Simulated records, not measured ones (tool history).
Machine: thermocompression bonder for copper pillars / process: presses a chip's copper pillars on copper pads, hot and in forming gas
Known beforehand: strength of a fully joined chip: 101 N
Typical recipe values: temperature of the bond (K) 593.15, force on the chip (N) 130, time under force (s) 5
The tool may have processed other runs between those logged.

| run | hour | temperature of the bond (K) | force on the chip (N) | time under force (s) | force that shears a chip off (N) |
|---|---|---|---|---|---|
| 1 | 0.0 | 593.15 | 130 | 5 | 65.2 |
| 2 | 40.6 | 593.15 | 130 | 5 | 64.9 |
|  | 67.5 | forming gas filter changed |
| 3 | 83.9 | 593.15 | 130 | 5 | 65.6 |
| 4 | 129.7 | 593.15 | 130 | 5 | 65.2 |
| 5 | 155.0 | 593.15 | 130 | 5 | 65.9 |
| 6 | 178.3 | 593.15 | 130 | 5 | 65.7 |
| 7 | 208.4 | 593.15 | 130 | 5 | 65.4 |
|  | 213.7 | heater calibrated with a thermocouple chip |
| 8 | 246.5 | 593.15 | 130 | 5 | 65.7 |
| 9 | 266.0 | 593.15 | 130 | 5 | 66.0 |
|  | 279.4 | forming gas filter changed |
| 10 | 306.2 | 593.15 | 130 | 5 | 66.3 |
| 11 | 350.7 | 593.15 | 130 | 5 | 66.5 |
| 12 | 374.0 | 604.15 | 130 | 5 | 72.5 |
| 13 | 412.3 | 620.15 | 130 | 5 | 81.3 |
| 14 | 454.8 | 620.15 | 130 | 5 | 81.4 |
| 15 | 485.6 | 593.15 | 128 | 6 | 69.5 |
|  | 489.9 | forming gas filter changed |
| 16 | 526.5 | 568.15 | 89 | 4 | 36.8 |
|  | 546.2 | gauge calibrated |
| 17 | 569.3 | 567.15 | 89 | 4 | 35.5 |
| 18 | 591.2 | 583.15 | 89 | 12 | 63.4 |
| 19 | 611.4 | 583.15 | 79 | 11 | 58.6 |
| 20 | 647.6 | 593.15 | 130 | 10 | 77.7 |
| 21 | 689.3 | 596.15 | 179 | 3 | 66.9 |
|  | 699.2 | forming gas filter changed |
| 22 | 725.1 | 596.15 | 89 | 8 | 64.5 |
| 23 | 768.8 | 596.15 | 154 | 8 | 80.8 |
| 24 | 790.0 | 569.15 | 181 | 7 | 67.3 |
| 25 | 819.6 | 604.15 | 109 | 15 | 85.7 |
| 26 | 855.1 | 593.15 | 181 | 3 | 66.2 |
| 27 | 890.6 | 593.15 | 110 | 8 | 69.2 |

Consider 3 possible next runs. They are alternatives, not a sequence: every one starts from the tool as it was left by run 27. What does each give?
|  | 907.9 | forming gas filter changed |
| A | 931.5 | 573.15 | 107 | 3 | ? |
|  | 907.9 | forming gas filter changed |
| B | 931.5 | 607.15 | 164 | 3 | ? |
|  | 907.9 | forming gas filter changed |
| C | 931.5 | 577.15 | 110 | 3 | ? |

| run | force that shears a chip off (N) |
|---|---|
| A | 39.5 |
| B | 72.1 |
| C | 42.4 |
Had the tool no hidden state, the same runs would have come out as:
| run | force that shears a chip off (N) |
|---|---|
| A | 38.6 |
| B | 70.7 |
| C | 41.5 |
